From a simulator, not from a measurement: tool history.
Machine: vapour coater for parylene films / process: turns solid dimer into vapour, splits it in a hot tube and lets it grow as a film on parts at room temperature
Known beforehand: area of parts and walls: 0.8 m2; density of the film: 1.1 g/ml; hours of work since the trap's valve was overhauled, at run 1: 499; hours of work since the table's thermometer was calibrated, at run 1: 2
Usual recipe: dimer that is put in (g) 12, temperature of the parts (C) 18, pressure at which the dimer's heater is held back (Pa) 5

run,hour,dimer that is put in (g),temperature of the parts (C),pressure at which the dimer's heater is held back (Pa),hours of work since the trap's valve was overhauled,hours of work since the table's thermometer was calibrated,thickness of the film (µm)
1,0,12,18,5,499,2,6.66
2,35.5,12,18,5,522,26,6.57
3,116.5,20,18,5,576,79,11.01
# hour 157.9: trap's valve overhauled
4,184.3,20,18,5,17,121,11.55
5,259.8,11,18,5,67,171,6.25
6,342.5,12,27,5,122,225,4.44
7,410.2,12,27,5,166,270,4.35
8,449.7,12,27,5,192,296,4.41
9,490.9,12,18,5,220,323,6.64
10,530.3,12,18,9.29,246,349,5.73
11,591.7,15,17,5.93,286,390,8.27
12,630,6,18,5,311,415,3.27
# hour 638.4: table's thermometer calibrated
13,706.8,6,18,5,361,45,3.28
14,773.8,10,18,5,406,89,5.43
15,851,10,14,3.53,457,140,6.99
16,906.2,10,14,3.53,493,177,6.98
17,971.2,10,14,3.53,536,220,6.97
18,1007.1,13,14,4.45,560,243,8.45
# hour 1068.7: trap's valve overhauled
# hour 1080.7: table's thermometer calibrated, once more
19,1080.7,13,14,4.45,7,0,9.17
20,1127.2,13,20,4.45,38,31,6.98

Across each entry between runs, compare the hidden state at the last listed run before it with the hidden state at the first listed run after it:
In the gap between runs 3 and 4: trap's valve overhauled (hour 157.9)
  vapour lost through the trap's worn valve, %: 5.7 -> 0.9; true temperature of the parts over the reading, C: -0.1 -> -0.05
  the result without the hidden state subtracted from the measured one, thickness of the film (µm): -0.6 -> -0.08
In the gap between runs 12 and 13: table's thermometer calibrated (hour 638.4)
  vapour lost through the trap's worn valve, %: 3.9 -> 4.4; true temperature of the parts over the reading, C: 0.24 -> 0.34
  the result without the hidden state subtracted from the measured one, thickness of the film (µm): -0.17 -> -0.2
In the gap between runs 18 and 19: trap's valve overhauled (hour 1068.7); table's thermometer calibrated, once more (hour 1080.7)
  vapour lost through the trap's worn valve, %: 6.3 -> 0.5; true temperature of the parts over the reading, C: 0.54 -> 0.09
  the result without the hidden state subtracted from the measured one, thickness of the film (µm): -0.81 -> -0.09
